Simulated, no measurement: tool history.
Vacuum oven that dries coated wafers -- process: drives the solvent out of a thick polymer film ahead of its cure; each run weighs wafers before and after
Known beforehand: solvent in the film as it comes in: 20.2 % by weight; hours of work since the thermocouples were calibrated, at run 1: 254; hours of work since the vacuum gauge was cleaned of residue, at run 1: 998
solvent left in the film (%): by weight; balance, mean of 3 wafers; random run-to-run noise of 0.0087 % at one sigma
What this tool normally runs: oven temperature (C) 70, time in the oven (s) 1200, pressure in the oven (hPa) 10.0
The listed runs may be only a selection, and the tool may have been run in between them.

| run | hour | oven temperature (C) | time in the oven (s) | pressure in the oven (hPa) | hours of work since the thermocouples were calibrated | hours of work since the vacuum gauge was cleaned of residue | solvent left in the film (%) |
|---|---|---|---|---|---|---|---|
| 1 | 0.0 | 70 | 1200 | 10.0 | 254 | 998 | 1.428 |
| 2 | 67.7 | 70 | 1200 | 10.0 | 298 | 1042 | 1.429 |
| 3 | 130.9 | 70 | 900 | 10.0 | 339 | 1083 | 2.280 |
| 4 | 188.4 | 66 | 1200 | 10.0 | 376 | 1120 | 2.309 |
| 5 | 233.9 | 66 | 1200 | 10.0 | 406 | 1150 | 2.287 |
| 6 | 275.4 | 66 | 1200 | 10.0 | 433 | 1177 | 2.290 |
| 7 | 347.3 | 66 | 1200 | 10.0 | 479 | 1223 | 2.279 |
| 8 | 424.3 | 70 | 1200 | 9.6 | 529 | 1273 | 1.373 |
|  | 431.6 | oven's thermocouples calibrated |
| 9 | 482.8 | 70 | 1200 | 9.6 | 33 | 1310 | 1.356 |
| 10 | 560.2 | 70 | 1200 | 9.6 | 83 | 1360 | 1.321 |
| 11 | 602.3 | 73 | 960 | 32.3 | 111 | 1387 | 2.467 |
| 12 | 666.8 | 57 | 1200 | 10.0 | 153 | 1429 | 5.328 |
| 13 | 732.9 | 79 | 720 | 34.7 | 196 | 1472 | 1.995 |
| 14 | 768.4 | 66 | 1740 | 6.0 | 219 | 1495 | 0.987 |
|  | 775.1 | oven's thermocouples calibrated, once more |
| 15 | 841.8 | 70 | 1200 | 6.5 | 43 | 1541 | 1.292 |
| 16 | 902.0 | 72 | 900 | 9.7 | 82 | 1581 | 1.839 |
| 17 | 943.5 | 72 | 1920 | 8.1 | 109 | 1607 | 0.618 |
| 18 | 982.2 | 72 | 1920 | 8.1 | 134 | 1633 | 0.631 |
| 19 | 1028.1 | 72 | 1920 | 8.1 | 164 | 1662 | 0.633 |

Below are 5 alternative next runs, each starting from the tool's condition after run 19. Predict each:
| A | 1072.1 | 66 | 1140 | 15.8 | 193 | 1691 | ? |
| B | 1072.1 | 70 | 1380 | 26.6 | 193 | 1691 | ? |
| C | 1072.1 | 58 | 900 | 10.0 | 193 | 1691 | ? |
| D | 1072.1 | 71 | 1500 | 34.8 | 193 | 1691 | ? |
| E | 1072.1 | 77 | 1200 | 10.2 | 193 | 1691 | ? |

| run | solvent left in the film (%) |
|---|---|
| A | 2.946 |
| B | 2.185 |
| C | 6.792 |
| D | 2.368 |
| E | 0.705 |
Stripped of hidden state, with their random variation kept, the same runs would have yielded:
| run | solvent left in the film (%) |
|---|---|
| A | 2.927 |
| B | 2.131 |
| C | 6.812 |
| D | 2.310 |
| E | 0.636 |
